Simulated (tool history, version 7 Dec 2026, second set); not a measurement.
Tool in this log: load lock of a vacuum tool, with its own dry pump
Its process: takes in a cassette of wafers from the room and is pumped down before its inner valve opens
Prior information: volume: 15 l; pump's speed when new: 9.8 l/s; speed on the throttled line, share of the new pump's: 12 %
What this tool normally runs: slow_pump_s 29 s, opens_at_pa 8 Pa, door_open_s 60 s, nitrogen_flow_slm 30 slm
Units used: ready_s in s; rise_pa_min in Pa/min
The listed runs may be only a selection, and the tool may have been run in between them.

| run | hour | slow_pump_s | opens_at_pa | door_open_s | nitrogen_flow_slm | incoming humidity of the room's air, % | ready_s | rise_pa_min |
|---|---|---|---|---|---|---|---|---|
| 1 | 0.0 | 29 | 8 | 60 | 30 | 47.5 | 40.0 | 0.035 |
| 2 | 464.2 | 29 | 8 | 60 | 30 | 46.4 | 40.1 | 0.041 |
| 3 | 855.9 | 29 | 8 | 60 | 38 | 47.3 | 40.1 | 0.031 |
| 4 | 1195.0 | 29 | 8 | 60 | 38 | 46.5 | 40.8 | 0.029 |
| 5 | 1495.8 | 29 | 8 | 60 | 38 | 42.8 | 40.2 | 0.023 |
| 6 | 1872.2 | 29 | 8 | 60 | 38 | 47.3 | 40.3 | 0.031 |
| 7 | 2251.8 | 29 | 8 | 60 | 30 | 46.7 | 39.3 | 0.036 |
| 8 | 2616.1 | 29 | 8 | 60 | 7 | 42.4 | 40.2 | 0.063 |
| 9 | 3013.8 | 29 | 8 | 60 | 7 | 40.0 | 40.7 | 0.058 |
| 10 | 3348.4 | 29 | 8 | 60 | 7 | 46.0 | 39.6 | 0.061 |
| 11 | 3632.2 | 29 | 8 | 60 | 7 | 43.5 | 39.7 | 0.057 |
| 12 | 3887.7 | 29 | 8 | 60 | 30 | 47.9 | 40.3 | 0.038 |
| 13 | 4249.6 | 29 | 8 | 60 | 7 | 45.6 | 40.0 | 0.061 |
| 14 | 4508.6 | 29 | 8 | 60 | 7 | 44.0 | 41.0 | 0.063 |
| 15 | 4962.3 | 29 | 8 | 60 | 7 | 48.3 | 40.4 | 0.072 |
| 16 | 5302.7 | 29 | 8 | 60 | 7 | 44.1 | 40.3 | 0.058 |
| 17 | 5685.3 | 29 | 8 | 60 | 7 | 42.0 | 40.3 | 0.056 |
| 18 | 5888.6 | 29 | 8 | 60 | 30 | 47.4 | 40.5 | 0.035 |
| 19 | 6215.0 | 38 | 8 | 60 | 42 | 45.5 | 48.3 | 0.028 |
| 20 | 6444.9 | 38 | 8 | 60 | 42 | 44.4 | 48.1 | 0.032 |
| 21 | 6706.8 | 38 | 8 | 60 | 42 | 43.9 | 48.1 | 0.031 |
| 22 | 7157.9 | 38 | 8 | 60 | 42 | 45.0 | 48.3 | 0.030 |

What will run 23 give?
| 23 | 7471.9 | 38 | 8 | 60 | 13 | 45.9 | ? | ? |

{"run 23": {"ready_s": 48.2, "rise_pa_min": 0.047}}
Minus the tool's unlogged condition, the same run would have read ready_s 48.2 s, rise_pa_min 0.047 Pa/min.

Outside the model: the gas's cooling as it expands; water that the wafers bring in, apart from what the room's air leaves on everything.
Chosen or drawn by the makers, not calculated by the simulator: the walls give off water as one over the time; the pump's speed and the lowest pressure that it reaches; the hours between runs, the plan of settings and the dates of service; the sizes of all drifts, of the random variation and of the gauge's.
